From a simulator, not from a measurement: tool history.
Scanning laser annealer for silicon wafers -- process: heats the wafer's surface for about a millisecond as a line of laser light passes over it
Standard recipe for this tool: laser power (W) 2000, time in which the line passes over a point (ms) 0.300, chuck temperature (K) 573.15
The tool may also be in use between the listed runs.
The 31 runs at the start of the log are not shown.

run     day  laser power (W)  time in which the line passes over a point (ms)  chuck temperature (K)  highest temperature of the surface (K)
 32  17.375             2152                                            0.228                 575.15                                 1353.15
 33  18.092             2152                                            0.362                 540.15                                 1485.15
 34  18.529             2179                                            0.215                 583.15                                 1349.15
 35  18.883             1783                                            0.300                 551.15                                 1268.15
 36  19.479             2128                                            0.300                 542.15                                 1404.15
 37  20.171             1851                                            0.286                 551.15                                 1283.15
 38  20.888             1851                                            0.286                 551.15                                 1281.15
 39  21.292             2000                                            0.254                 581.15                                 1334.15
 40  21.992             2000                                            0.285                 581.15                                 1373.15
 41  22.383             1797                                            0.254                 567.15                                 1240.15

Alternative continuations, all from the tool just after run 41; predict every row:
  A  22.954             2000                                            0.303                 573.15                                       ?
  B  22.954             2000                                            0.332                 573.15                                       ?
  C  22.954             1769                                            0.254                 567.15                                       ?
  D  22.954             2000                                            0.333                 596.15                                       ?

run  highest temperature of the surface (K)
  A                                 1383.15
  B                                 1416.15
  C                                 1230.15
  D                                 1441.15
With no hidden state in the tool, these same runs would have given:
run  highest temperature of the surface (K)
  A                                 1397.15
  B                                 1430.15
  C                                 1241.15
  D                                 1455.15
